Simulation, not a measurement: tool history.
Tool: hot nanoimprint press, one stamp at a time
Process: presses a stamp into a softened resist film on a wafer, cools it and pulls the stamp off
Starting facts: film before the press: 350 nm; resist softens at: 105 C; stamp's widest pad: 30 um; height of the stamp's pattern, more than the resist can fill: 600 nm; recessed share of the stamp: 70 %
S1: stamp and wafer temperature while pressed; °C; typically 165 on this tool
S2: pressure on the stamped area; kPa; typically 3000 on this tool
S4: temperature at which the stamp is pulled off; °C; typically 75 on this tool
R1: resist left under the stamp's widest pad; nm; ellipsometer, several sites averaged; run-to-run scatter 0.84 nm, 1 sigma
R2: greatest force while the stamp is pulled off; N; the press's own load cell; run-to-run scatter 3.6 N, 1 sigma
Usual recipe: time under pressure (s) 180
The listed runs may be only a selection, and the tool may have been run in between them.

{"run": 1, "hour": 0.0, "S1": 165, "S2": 3000, "time under pressure (s)": 180, "S4": 75, "R1": 173.9, "R2": 200}
{"run": 2, "hour": 11.6, "S1": 165, "S2": 3000, "time under pressure (s)": 180, "S4": 75, "R1": 173.3, "R2": 190}
{"run": 3, "hour": 30.4, "S1": 165, "S2": 3000, "time under pressure (s)": 180, "S4": 75, "R1": 172.5, "R2": 201}
{"run": 4, "hour": 50.1, "S1": 165, "S2": 3000, "time under pressure (s)": 180, "S4": 75, "R1": 172.5, "R2": 193}
{"run": 5, "hour": 60.4, "S1": 154, "S2": 3000, "time under pressure (s)": 180, "S4": 75, "R1": 241.8, "R2": 199}
{"run": 6, "hour": 79.4, "S1": 154, "S2": 3000, "time under pressure (s)": 180, "S4": 75, "R1": 242.1, "R2": 194}
{"run": 7, "hour": 93.5, "S1": 165, "S2": 3000, "time under pressure (s)": 180, "S4": 71, "R1": 172.9, "R2": 203}
{"run": 8, "hour": 111.9, "S1": 165, "S2": 3000, "time under pressure (s)": 180, "S4": 71, "R1": 172.4, "R2": 208}
{"run": 9, "hour": 132.6, "S1": 165, "S2": 3000, "time under pressure (s)": 180, "S4": 83, "R1": 171.3, "R2": 167}
{"run": 10, "hour": 151.5, "S1": 165, "S2": 3000, "time under pressure (s)": 180, "S4": 83, "R1": 171.3, "R2": 167}
{"run": 11, "hour": 164.6, "S1": 165, "S2": 3000, "time under pressure (s)": 180, "S4": 83, "R1": 172, "R2": 170}
{"run": 12, "hour": 179.3, "S1": 165, "S2": 3000, "time under pressure (s)": 180, "S4": 75, "R1": 170.8, "R2": 190}
{"run": 13, "hour": 191.1, "S1": 165, "S2": 3000, "time under pressure (s)": 180, "S4": 75, "R1": 171.1, "R2": 199}
{"run": 14, "hour": 207.6, "S1": 165, "S2": 3000, "time under pressure (s)": 180, "S4": 75, "R1": 170.8, "R2": 195}
{"hour": 211.9, "done": "plate thermocouple calibrated"}
{"run": 15, "hour": 225.0, "S1": 165, "S2": 3000, "time under pressure (s)": 180, "S4": 75, "R1": 170.8, "R2": 195}

Expected results for the next run?
{"run": 16, "hour": 235.7, "S1": 165, "S2": 3960, "time under pressure (s)": 116, "S4": 77, "R1": "?", "R2": "?"}

For run 16 the tool returned R1 175.5 nm, R2 197 N.
Take away the tool's hidden state, keep the run-to-run variation as it was, and the same run would have given R1 175.9 nm, R2 178 N.
